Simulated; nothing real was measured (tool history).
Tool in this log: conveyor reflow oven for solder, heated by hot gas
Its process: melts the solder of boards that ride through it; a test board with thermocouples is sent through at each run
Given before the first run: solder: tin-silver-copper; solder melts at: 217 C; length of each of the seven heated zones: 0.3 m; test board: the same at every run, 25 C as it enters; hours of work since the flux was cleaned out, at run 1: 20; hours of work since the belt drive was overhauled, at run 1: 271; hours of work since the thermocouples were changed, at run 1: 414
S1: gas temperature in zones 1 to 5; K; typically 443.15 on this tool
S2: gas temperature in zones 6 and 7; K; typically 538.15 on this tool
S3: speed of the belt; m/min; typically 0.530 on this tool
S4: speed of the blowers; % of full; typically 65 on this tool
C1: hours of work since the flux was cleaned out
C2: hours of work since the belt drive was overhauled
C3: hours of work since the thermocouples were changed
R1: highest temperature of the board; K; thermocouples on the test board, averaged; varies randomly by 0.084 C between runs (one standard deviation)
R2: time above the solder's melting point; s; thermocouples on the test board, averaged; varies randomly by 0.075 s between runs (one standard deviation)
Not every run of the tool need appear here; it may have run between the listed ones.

run,hour,S1,S2,S3,S4,C1,C2,C3,R1,R2
1,0.0,443.15,538.15,0.530,65,20,271,414,517.11,41.95
2,9.4,443.15,538.15,0.530,65,28,279,421,516.98,41.95
3,17.2,443.15,538.15,0.530,65,34,285,427,517.03,41.84
4,25.8,428.15,538.15,0.530,65,41,292,434,513.53,34.76
5,31.4,428.15,538.15,0.530,65,45,296,438,513.57,34.62
6,40.0,443.15,538.15,0.547,65,52,303,445,515.81,39.28

The next listed run, before its measurement:
7,47.5,443.15,538.15,0.547,65,58,309,451,?,?

For run 7 the tool returned R1 515.69 K, R2 39.28 s.
Were there no unlogged condition in the tool, this run, its random variation unchanged, would have produced R1 514.43 K, R2 38.02 s.
